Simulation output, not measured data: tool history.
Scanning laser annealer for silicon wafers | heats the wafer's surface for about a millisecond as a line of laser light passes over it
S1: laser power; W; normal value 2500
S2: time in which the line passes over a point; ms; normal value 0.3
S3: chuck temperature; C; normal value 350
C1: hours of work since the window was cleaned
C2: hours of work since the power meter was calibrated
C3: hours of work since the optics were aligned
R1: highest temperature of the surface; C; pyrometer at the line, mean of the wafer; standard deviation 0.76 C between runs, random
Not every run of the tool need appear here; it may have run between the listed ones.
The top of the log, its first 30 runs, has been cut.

run,hour,S1,S2,S3,C1,C2,C3,R1
31,328.8,2422,0.28,350,59,297,297,1088.7
32,335.8,2218,0.287,350,63,301,301,1038.2
33,350.4,2218,0.287,350,72,310,310,1039
34,366.4,2584,0.3,348,81,319,319,1153.9
35,380.4,2584,0.3,348,89,327,327,1154.2
36,395.4,2584,0.3,348,98,336,336,1152.7
37,402.8,2584,0.3,348,102,341,341,1154.2
38,414.2,2489,0.3,348,109,347,347,1125.5
39,428.1,2500,0.274,319,117,355,355,1069.4
40,440,2453,0.254,356,124,362,362,1069
41,451.5,2453,0.29,356,131,369,369,1113.1

What if the next run were any one of these 3? Each begins from the tool's condition after run 41:
A,462.7,2741,0.222,339,137,375,375,?
B,462.7,2521,0.219,381,137,375,375,?
C,462.7,2695,0.252,356,137,375,375,?

run,R1
A,1081.4
B,1063.3
C,1128.9
What these runs would have given with no unlogged condition in the tool:
run,R1
A,1090.3
B,1071.6
C,1138.3
